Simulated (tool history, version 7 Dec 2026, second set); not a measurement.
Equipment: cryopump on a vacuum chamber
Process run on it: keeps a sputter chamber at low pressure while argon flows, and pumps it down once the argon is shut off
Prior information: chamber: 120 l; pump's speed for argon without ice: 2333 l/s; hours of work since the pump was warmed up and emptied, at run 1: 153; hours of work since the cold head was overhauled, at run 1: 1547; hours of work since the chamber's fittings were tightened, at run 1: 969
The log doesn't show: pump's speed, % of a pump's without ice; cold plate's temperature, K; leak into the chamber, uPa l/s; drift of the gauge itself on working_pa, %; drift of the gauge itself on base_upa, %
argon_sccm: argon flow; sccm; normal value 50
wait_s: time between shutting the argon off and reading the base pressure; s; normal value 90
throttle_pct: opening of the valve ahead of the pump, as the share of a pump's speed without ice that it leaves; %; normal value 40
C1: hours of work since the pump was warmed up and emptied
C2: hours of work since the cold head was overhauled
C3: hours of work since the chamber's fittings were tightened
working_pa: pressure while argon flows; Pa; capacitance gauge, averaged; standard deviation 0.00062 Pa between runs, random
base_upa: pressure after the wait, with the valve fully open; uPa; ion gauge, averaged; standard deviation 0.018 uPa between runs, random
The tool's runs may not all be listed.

run 1 hour=0.0 | argon_sccm=50 wait_s=90 throttle_pct=40 | C1=153 C2=1547 C3=969 | working_pa=0.0945 base_upa=0.36
run 2 hour=56.0 | argon_sccm=50 wait_s=90 throttle_pct=40 | C1=178 C2=1572 C3=994 | working_pa=0.0947 base_upa=0.35
run 3 hour=118.4 | argon_sccm=50 wait_s=90 throttle_pct=40 | C1=207 C2=1601 C3=1023 | working_pa=0.0955 base_upa=0.35
run 4 hour=228.6 | argon_sccm=24 wait_s=90 throttle_pct=40 | C1=257 C2=1651 C3=1073 | working_pa=0.0456 base_upa=0.37
run 5 hour=341.4 | argon_sccm=24 wait_s=90 throttle_pct=40 | C1=309 C2=1703 C3=1125 | working_pa=0.0471 base_upa=0.40
run 6 hour=424.2 | argon_sccm=24 wait_s=90 throttle_pct=40 | C1=347 C2=1741 C3=1163 | working_pa=0.0478 base_upa=0.43
run 7 hour=544.2 | argon_sccm=24 wait_s=90 throttle_pct=40 | C1=402 C2=1796 C3=1218 | working_pa=0.0483 base_upa=0.46
-- hour=611.1 pump warmed up, emptied and cooled again
run 8 hour=659.4 | argon_sccm=24 wait_s=90 throttle_pct=19 | C1=22 C2=1846 C3=1268 | working_pa=0.0913 base_upa=0.39
run 9 hour=761.1 | argon_sccm=24 wait_s=90 throttle_pct=19 | C1=69 C2=1893 C3=1315 | working_pa=0.0915 base_upa=0.39
run 10 hour=839.1 | argon_sccm=24 wait_s=90 throttle_pct=19 | C1=104 C2=1928 C3=1351 | working_pa=0.0926 base_upa=0.39
run 11 hour=906.0 | argon_sccm=24 wait_s=90 throttle_pct=19 | C1=135 C2=1959 C3=1381 | working_pa=0.0934 base_upa=0.39
run 12 hour=978.8 | argon_sccm=24 wait_s=90 throttle_pct=19 | C1=168 C2=1992 C3=1415 | working_pa=0.0943 base_upa=0.41
run 13 hour=1099.2 | argon_sccm=50 wait_s=90 throttle_pct=15 | C1=223 C2=2047 C3=1470 | working_pa=0.2480 base_upa=0.45
run 14 hour=1214.4 | argon_sccm=50 wait_s=90 throttle_pct=15 | C1=276 C2=2100 C3=1522 | working_pa=0.2488 base_upa=0.43
run 15 hour=1316.8 | argon_sccm=50 wait_s=90 throttle_pct=40 | C1=323 C2=2147 C3=1569 | working_pa=0.0988 base_upa=0.43
run 16 hour=1442.7 | argon_sccm=50 wait_s=90 throttle_pct=40 | C1=381 C2=2205 C3=1627 | working_pa=0.1008 base_upa=0.45
-- hour=1554.5 pump warmed up, emptied and cooled again
run 17 hour=1573.3 | argon_sccm=50 wait_s=90 throttle_pct=40 | C1=9 C2=2262 C3=1685 | working_pa=0.0922 base_upa=0.42
run 18 hour=1664.3 | argon_sccm=50 wait_s=90 throttle_pct=40 | C1=50 C2=2304 C3=1726 | working_pa=0.0927 base_upa=0.38
run 19 hour=1751.9 | argon_sccm=50 wait_s=45 throttle_pct=38 | C1=90 C2=2344 C3=1766 | working_pa=0.0986 base_upa=0.61
run 20 hour=1825.5 | argon_sccm=45 wait_s=27 throttle_pct=24 | C1=124 C2=2378 C3=1800 | working_pa=0.1386 base_upa=0.80
run 21 hour=1938.8 | argon_sccm=74 wait_s=144 throttle_pct=44 | C1=176 C2=2430 C3=1852 | working_pa=0.1291 base_upa=0.35
run 22 hour=2009.5 | argon_sccm=30 wait_s=144 throttle_pct=44 | C1=208 C2=2462 C3=1884 | working_pa=0.0525 base_upa=0.41
run 23 hour=2099.1 | argon_sccm=30 wait_s=144 throttle_pct=44 | C1=249 C2=2503 C3=1925 | working_pa=0.0530 base_upa=0.39
run 24 hour=2153.0 | argon_sccm=44 wait_s=24 throttle_pct=41 | C1=274 C2=2528 C3=1950 | working_pa=0.0842 base_upa=0.87
run 25 hour=2219.5 | argon_sccm=81 wait_s=78 throttle_pct=40 | C1=304 C2=2558 C3=1980 | working_pa=0.1583 base_upa=0.45
run 26 hour=2289.8 | argon_sccm=48 wait_s=23 throttle_pct=40 | C1=337 C2=2590 C3=2013 | working_pa=0.0954 base_upa=0.98
run 27 hour=2365.1 | argon_sccm=24 wait_s=72 throttle_pct=40 | C1=371 C2=2625 C3=2047 | working_pa=0.0471 base_upa=0.51
run 28 hour=2421.0 | argon_sccm=90 wait_s=78 throttle_pct=40 | C1=397 C2=2650 C3=2073 | working_pa=0.1795 base_upa=0.54

Run 29, settings as shown, results not yet in. Your forecast:
-- hour=2499.9 pump warmed up, emptied and cooled again
run 29 hour=2549.4 | argon_sccm=28 wait_s=147 throttle_pct=40 | C1=23 C2=2707 C3=2129 | working_pa=? base_upa=?

{"run 29": {"working_pa": 0.0533, "base_upa": 0.38}}
If the tool had no hidden condition, the same run with the same run-to-run variation would have returned working_pa 0.0520 Pa, base_upa 0.23 uPa.
